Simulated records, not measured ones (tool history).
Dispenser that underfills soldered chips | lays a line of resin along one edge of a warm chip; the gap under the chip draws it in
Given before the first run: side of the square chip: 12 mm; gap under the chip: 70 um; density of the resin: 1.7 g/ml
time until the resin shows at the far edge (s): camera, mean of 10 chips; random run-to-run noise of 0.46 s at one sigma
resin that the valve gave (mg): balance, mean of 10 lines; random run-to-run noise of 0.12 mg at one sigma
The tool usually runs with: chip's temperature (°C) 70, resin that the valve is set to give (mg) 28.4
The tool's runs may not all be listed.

run	hour	chip's temperature (°C)	resin that the valve is set to give (mg)	time until the resin shows at the far edge (s)	resin that the valve gave (mg)
1	0	70	28.4	41.9	26.98
# hour 3.3: dispensing valve cleaned and set on the balance
2	7.5	70	36.2	49.7	36.01
# hour 9.7: new syringe of resin
3	11.4	70	29	36	28.86
4	16.8	70	29	41.9	29.01
5	19.6	70	25.3	45.5	25.19
6	22.9	70	25.3	48.4	25.22
# hour 25.4: new syringe of resin
7	27.2	70	31.2	35.8	30.95
8	32.5	81	28.4	28.6	28.24
9	37.7	70	28.4	47.5	27.99
10	40.4	63	28.2	64.1	27.99
# hour 41.3: new syringe of resin
11	45.1	70	30.1	38.3	29.79
12	48.5	70	30.1	41.9	29.66
13	54.5	60	25	68.4	24.75
# hour 57.1: new syringe of resin
14	60.7	80	24.1	27.9	23.68
15	65.5	80	24.1	32	23.48
16	68.6	70	28.9	45.4	28.36
17	71.6	55	24.3	81.5	23.78

4 ways to go on from here, each from the tool as it stands after run 17. What would each give?
# hour 72.9: new syringe of resin
A	78.3	58	27.1	?	?
# hour 72.9: new syringe of resin
B	78.3	77	34.6	?	?
# hour 72.9: new syringe of resin
C	78.3	74	36.1	?	?
# hour 72.9: new syringe of resin
D	78.3	63	34.1	?	?

run	time until the resin shows at the far edge (s)	resin that the valve gave (mg)
A	58.8	26.68
B	32	33.68
C	34.3	35.62
D	50.2	33.21
Without the tool's unlogged condition, the same runs would have read:
run	time until the resin shows at the far edge (s)	resin that the valve gave (mg)
A	52	27.25
B	28.3	34.39
C	30.3	36.37
D	44.6	33.91

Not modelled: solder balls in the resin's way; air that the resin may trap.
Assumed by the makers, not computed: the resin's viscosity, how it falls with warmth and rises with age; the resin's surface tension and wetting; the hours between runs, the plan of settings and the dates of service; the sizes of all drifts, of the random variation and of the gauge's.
